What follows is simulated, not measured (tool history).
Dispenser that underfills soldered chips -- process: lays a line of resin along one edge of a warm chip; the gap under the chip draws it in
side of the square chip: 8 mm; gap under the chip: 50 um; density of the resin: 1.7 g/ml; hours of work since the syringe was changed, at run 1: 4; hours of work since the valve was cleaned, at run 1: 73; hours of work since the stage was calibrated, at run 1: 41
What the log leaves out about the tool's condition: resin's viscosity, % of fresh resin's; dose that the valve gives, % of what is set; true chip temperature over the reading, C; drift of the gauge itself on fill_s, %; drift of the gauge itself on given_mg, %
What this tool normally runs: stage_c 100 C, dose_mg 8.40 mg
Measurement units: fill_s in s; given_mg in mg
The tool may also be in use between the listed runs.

| run | hour | stage_c | dose_mg | hours of work since the syringe was changed | hours of work since the valve was cleaned | hours of work since the stage was calibrated | fill_s | given_mg |
|---|---|---|---|---|---|---|---|---|
| 1 | 0.0 | 100 | 8.40 | 4 | 73 | 41 | 71.2 | 7.86 |
| 2 | 4.7 | 100 | 9.89 | 7 | 76 | 44 | 85.6 | 9.20 |
| 3 | 7.6 | 100 | 8.40 | 9 | 78 | 46 | 97.9 | 7.71 |
|  | 11.8 | new syringe of resin |
| 4 | 13.7 | 100 | 8.40 | 1 | 82 | 50 | 59.0 | 7.80 |
| 5 | 17.3 | 100 | 8.40 | 4 | 84 | 52 | 71.0 | 7.80 |
| 6 | 20.1 | 113 | 8.40 | 6 | 86 | 54 | 46.6 | 7.82 |
| 7 | 25.5 | 113 | 8.40 | 9 | 90 | 58 | 60.0 | 7.78 |
|  | 29.3 | new syringe of resin |
| 8 | 29.7 | 100 | 8.40 | 0 | 92 | 60 | 55.5 | 7.76 |
| 9 | 34.6 | 100 | 7.78 | 4 | 95 | 64 | 71.7 | 7.18 |
| 10 | 39.9 | 100 | 7.78 | 7 | 99 | 67 | 92.6 | 7.07 |
| 11 | 44.2 | 100 | 8.40 | 10 | 102 | 70 | 111.0 | 7.74 |
|  | 47.0 | new syringe of resin |
| 12 | 49.2 | 100 | 8.40 | 1 | 105 | 73 | 61.3 | 7.63 |
| 13 | 54.3 | 100 | 8.40 | 5 | 108 | 77 | 78.0 | 7.60 |
| 14 | 59.0 | 113 | 8.40 | 8 | 112 | 80 | 55.8 | 7.67 |
|  | 64.3 | new syringe of resin |
| 15 | 64.7 | 93 | 7.93 | 0 | 115 | 83 | 80.8 | 7.18 |
| 16 | 68.0 | 93 | 7.93 | 2 | 117 | 86 | 94.3 | 7.12 |
| 17 | 71.4 | 104 | 7.59 | 5 | 120 | 88 | 68.8 | 6.73 |
| 18 | 74.5 | 99 | 10.61 | 7 | 122 | 90 | 91.7 | 9.51 |
| 19 | 77.1 | 99 | 10.61 | 9 | 124 | 92 | 106.6 | 9.43 |
|  | 81.7 | new syringe of resin |
| 20 | 82.3 | 99 | 10.61 | 0 | 127 | 95 | 58.4 | 9.53 |
| 21 | 85.5 | 99 | 10.61 | 3 | 129 | 97 | 69.8 | 9.47 |
| 22 | 90.0 | 100 | 8.03 | 6 | 132 | 100 | 85.3 | 7.07 |
| 23 | 94.9 | 91 | 8.31 | 9 | 135 | 104 | 159.1 | 7.40 |
| 24 | 97.4 | 86 | 9.77 | 11 | 137 | 105 | 221.5 | 8.70 |
|  | 99.0 | new syringe of resin |
|  | 101.0 | dispensing valve cleaned and set on the balance |
| 25 | 101.0 | 90 | 8.45 | 1 | 0 | 107 | 90.2 | 8.55 |
| 26 | 106.0 | 115 | 8.27 | 4 | 3 | 110 | 38.3 | 8.24 |
| 27 | 111.6 | 99 | 10.32 | 8 | 7 | 114 | 97.7 | 10.24 |

Consider 3 possible next runs. They are alternatives, not a sequence: every one starts from the tool as it was left by run 27. What does each give?
| A | 115.6 | 99 | 9.29 | 10 | 10 | 117 | ? | ? |
| B | 115.6 | 105 | 7.15 | 10 | 10 | 117 | ? | ? |
| C | 115.6 | 89 | 10.10 | 10 | 10 | 117 | ? | ? |

| run | fill_s | given_mg |
|---|---|---|
| A | 119.7 | 9.28 |
| B | 96.7 | 7.15 |
| C | 186.7 | 9.97 |
Without the tool's hidden state the same runs would have given:
| run | fill_s | given_mg |
|---|---|---|
| A | 56.3 | 9.38 |
| B | 45.6 | 7.23 |
| C | 87.5 | 10.08 |
